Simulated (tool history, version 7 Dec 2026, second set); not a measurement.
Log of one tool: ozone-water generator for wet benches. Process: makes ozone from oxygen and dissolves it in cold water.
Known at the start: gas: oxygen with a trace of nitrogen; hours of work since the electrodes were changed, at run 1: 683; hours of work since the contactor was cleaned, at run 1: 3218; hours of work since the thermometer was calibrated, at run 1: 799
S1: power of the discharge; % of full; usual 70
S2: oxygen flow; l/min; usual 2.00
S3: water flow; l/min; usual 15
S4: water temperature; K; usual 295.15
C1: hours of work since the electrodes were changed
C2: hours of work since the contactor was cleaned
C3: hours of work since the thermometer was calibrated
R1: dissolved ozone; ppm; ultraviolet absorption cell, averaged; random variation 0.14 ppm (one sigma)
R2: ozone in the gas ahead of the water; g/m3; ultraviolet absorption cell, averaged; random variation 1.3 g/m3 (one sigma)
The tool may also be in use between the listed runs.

{"run": 1, "hour": 0.0, "S1": 70, "S2": 2.0, "S3": 15, "S4": 295.15, "C1": 683, "C2": 3218, "C3": 799, "R1": 15.8, "R2": 233.3}
{"run": 2, "hour": 49.2, "S1": 70, "S2": 2.0, "S3": 15, "S4": 295.15, "C1": 719, "C2": 3255, "C3": 836, "R1": 16.2, "R2": 232.1}
{"run": 3, "hour": 100.3, "S1": 70, "S2": 2.0, "S3": 15, "S4": 295.15, "C1": 757, "C2": 3293, "C3": 874, "R1": 16.1, "R2": 231.3}
{"run": 4, "hour": 152.9, "S1": 70, "S2": 1.38, "S3": 15, "S4": 295.15, "C1": 797, "C2": 3332, "C3": 913, "R1": 14.5, "R2": 271.9}
{"run": 5, "hour": 216.4, "S1": 70, "S2": 2.0, "S3": 14, "S4": 295.15, "C1": 844, "C2": 3380, "C3": 961, "R1": 17.2, "R2": 230.8}
{"run": 6, "hour": 307.1, "S1": 70, "S2": 2.06, "S3": 15, "S4": 295.15, "C1": 912, "C2": 3447, "C3": 1029, "R1": 16.2, "R2": 227.7}
{"run": 7, "hour": 398.7, "S1": 70, "S2": 2.06, "S3": 15, "S4": 295.15, "C1": 980, "C2": 3516, "C3": 1097, "R1": 16.2, "R2": 230.4}
{"run": 8, "hour": 493.3, "S1": 70, "S2": 2.06, "S3": 15, "S4": 295.15, "C1": 1051, "C2": 3586, "C3": 1168, "R1": 16.0, "R2": 227.7}
{"run": 9, "hour": 563.7, "S1": 58, "S2": 2.0, "S3": 15, "S4": 295.15, "C1": 1103, "C2": 3639, "C3": 1220, "R1": 14.4, "R2": 209.6}
{"run": 10, "hour": 640.1, "S1": 58, "S2": 2.0, "S3": 15, "S4": 295.15, "C1": 1160, "C2": 3696, "C3": 1277, "R1": 14.3, "R2": 207.7}
{"run": 11, "hour": 737.0, "S1": 58, "S2": 2.0, "S3": 15, "S4": 295.15, "C1": 1233, "C2": 3768, "C3": 1349, "R1": 14.1, "R2": 208.0}
{"run": 12, "hour": 779.1, "S1": 58, "S2": 2.0, "S3": 15, "S4": 295.15, "C1": 1264, "C2": 3800, "C3": 1381, "R1": 14.4, "R2": 207.0}

Forecast run 13:
{"run": 13, "hour": 865.4, "S1": 70, "S2": 1.87, "S3": 15, "S4": 295.15, "C1": 1329, "C2": 3864, "C3": 1445, "R1": "?", "R2": "?"}

{"run 13": {"R1": 15.3, "R2": 235.0}}
Without the tool's hidden state the same run would have given R1 16.5 ppm, R2 247.9 g/m3.

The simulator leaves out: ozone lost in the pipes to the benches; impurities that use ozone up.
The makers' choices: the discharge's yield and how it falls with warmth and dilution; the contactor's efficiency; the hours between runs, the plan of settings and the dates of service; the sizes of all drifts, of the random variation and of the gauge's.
